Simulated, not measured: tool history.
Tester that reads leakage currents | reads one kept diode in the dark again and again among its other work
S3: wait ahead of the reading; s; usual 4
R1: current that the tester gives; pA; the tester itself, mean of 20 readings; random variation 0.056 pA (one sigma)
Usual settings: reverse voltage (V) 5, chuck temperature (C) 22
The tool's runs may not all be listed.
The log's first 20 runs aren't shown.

run 21 hour=577.3 | reverse_voltage_(V)=5 chuck_temperature_(C)=23 S3=4 | R1=9.52
run 22 hour=602.9 | reverse_voltage_(V)=13.77 chuck_temperature_(C)=23 S3=0.78 | R1=18.83
run 23 hour=625.9 | reverse_voltage_(V)=2.05 chuck_temperature_(C)=22 S3=0.48 | R1=6.44
run 24 hour=648.4 | reverse_voltage_(V)=2.05 chuck_temperature_(C)=22 S3=0.48 | R1=6.41
run 25 hour=683.4 | reverse_voltage_(V)=19.38 chuck_temperature_(C)=22 S3=0.93 | R1=21.7
run 26 hour=723.3 | reverse_voltage_(V)=19.38 chuck_temperature_(C)=22 S3=0.93 | R1=21.76
run 27 hour=745.3 | reverse_voltage_(V)=7.3 chuck_temperature_(C)=22 S3=3.1 | R1=11.12
run 28 hour=766.8 | reverse_voltage_(V)=2.35 chuck_temperature_(C)=22 S3=4.71 | R1=6.1
run 29 hour=798.5 | reverse_voltage_(V)=2.35 chuck_temperature_(C)=22 S3=4.71 | R1=6.11
run 30 hour=838.4 | reverse_voltage_(V)=17.64 chuck_temperature_(C)=26 S3=4 | R1=23.86
-- hour=863.1 chuck's temperature calibrated
run 31 hour=863.1 | reverse_voltage_(V)=17.64 chuck_temperature_(C)=26 S3=4 | R1=24.92
run 32 hour=882.2 | reverse_voltage_(V)=17.64 chuck_temperature_(C)=26 S3=4 | R1=25.05
run 33 hour=908.7 | reverse_voltage_(V)=17.64 chuck_temperature_(C)=46 S3=4 | R1=106.11
run 34 hour=931.5 | reverse_voltage_(V)=8.16 chuck_temperature_(C)=22 S3=1.72 | R1=13.1
run 35 hour=971.7 | reverse_voltage_(V)=1.12 chuck_temperature_(C)=39 S3=2 | R1=18.64
run 36 hour=1003.1 | reverse_voltage_(V)=5 chuck_temperature_(C)=22 S3=0.42 | R1=11.56
run 37 hour=1037.5 | reverse_voltage_(V)=1.92 chuck_temperature_(C)=58 S3=2.35 | R1=97.65
run 38 hour=1074.7 | reverse_voltage_(V)=1.92 chuck_temperature_(C)=36 S3=2.35 | R1=18.35
run 39 hour=1100.4 | reverse_voltage_(V)=12.09 chuck_temperature_(C)=37 S3=3.91 | R1=45.87
run 40 hour=1120.6 | reverse_voltage_(V)=12.09 chuck_temperature_(C)=37 S3=3.91 | R1=45.85

3 ways to go on from here, each from the tool as it stands after run 40. What would each give?
run A hour=1153.2 | reverse_voltage_(V)=5 chuck_temperature_(C)=40 S3=1.66 | R1=?
run B hour=1153.2 | reverse_voltage_(V)=2.06 chuck_temperature_(C)=44 S3=1.53 | R1=?
run C hour=1153.2 | reverse_voltage_(V)=7.34 chuck_temperature_(C)=32 S3=3.91 | R1=?

run=A R1=38.46
run=B R1=35.49
run=C R1=24.75
Without the tool's hidden state the same runs would have given:
run=A R1=37.78
run=B R1=35.74
run=C R1=22.91
